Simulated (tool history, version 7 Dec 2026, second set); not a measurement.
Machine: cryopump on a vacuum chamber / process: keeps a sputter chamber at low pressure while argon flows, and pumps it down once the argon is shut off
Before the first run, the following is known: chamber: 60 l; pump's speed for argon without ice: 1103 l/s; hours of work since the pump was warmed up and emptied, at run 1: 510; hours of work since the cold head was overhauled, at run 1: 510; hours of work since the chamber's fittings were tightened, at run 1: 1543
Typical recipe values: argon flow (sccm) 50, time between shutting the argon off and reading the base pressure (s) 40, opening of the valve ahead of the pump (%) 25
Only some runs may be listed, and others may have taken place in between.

run   hour  argon flow (sccm)  time between shutting the argon off and reading the base pressure (s)  opening of the valve ahead of the pump (%)  hours of work since the pump was warmed up and emptied  hours of work since the cold head was overhauled  hours of work since the chamber's fittings were tightened  pressure while argon flows (Pa)  pressure after the wait (uPa)
  1    0.0                 50                                                                     40                                          25                                                     510                                               510                                                       1543                           0.3296                           7.52
  2   12.3                 50                                                                     40                                          25                                                     520                                               520                                                       1552                           0.3293                           7.44
  3   31.0                 50                                                                     40                                          25                                                     534                                               534                                                       1567                           0.3326                           7.29
  4   48.4                 50                                                                     40                                          25                                                     547                                               547                                                       1580                           0.3332                           7.54
  5   65.4                 50                                                                     40                                          25                                                     560                                               560                                                       1593                           0.3331                           7.58
  6   83.5                 50                                                                     40                                          25                                                     574                                               574                                                       1607                           0.3352                           7.67
      92.1  -- leaking fittings of the chamber tightened, without venting
  7  104.6                 50                                                                    296                                          25                                                     588                                               588                                                          9                           0.3361                           0.81
  8  119.3                 50                                                                    296                                          25                                                     600                                               600                                                         21                           0.3368                           0.86
  9  128.1                 50                                                                    296                                          25                                                     606                                               606                                                         27                           0.3400                           0.88
 10  140.0                 50                                                                     40                                          25                                                     615                                               615                                                         37                           0.3368                           3.43
 11  154.8                 50                                                                     40                                          25                                                     627                                               627                                                         48                           0.3389                           3.56
 12  170.0                 50                                                                     59                                          25                                                     638                                               638                                                         59                           0.3380                           2.60
 13  187.2                 69                                                                    290                                          48                                                     651                                               651                                                         73                           0.2669                           1.06
 14  201.6                 33                                                                     40                                          45                                                     662                                               662                                                         83                           0.1352                           3.67
 15  211.8                 27                                                                    217                                          25                                                     670                                               670                                                         91                           0.1878                           1.17
 16  227.5                 43                                                                    187                                          50                                                     682                                               682                                                        103                           0.1644                           1.32
 17  242.6                 24                                                                    209                                          33                                                     694                                               694                                                        115                           0.1284                           1.33

Expected results for the next run?
 18  257.7                 92                                                                    209                                          20                                                     705                                               705                                                        126                                ?                              ?

{"run 18": {"pressure while argon flows (Pa)": 0.7725, "pressure after the wait (uPa)": 1.39}}
Take away the tool's hidden state, keep the run-to-run variation as it was, and the same run would have given pressure while argon flows (Pa) 0.7018, pressure after the wait (uPa) 0.86.

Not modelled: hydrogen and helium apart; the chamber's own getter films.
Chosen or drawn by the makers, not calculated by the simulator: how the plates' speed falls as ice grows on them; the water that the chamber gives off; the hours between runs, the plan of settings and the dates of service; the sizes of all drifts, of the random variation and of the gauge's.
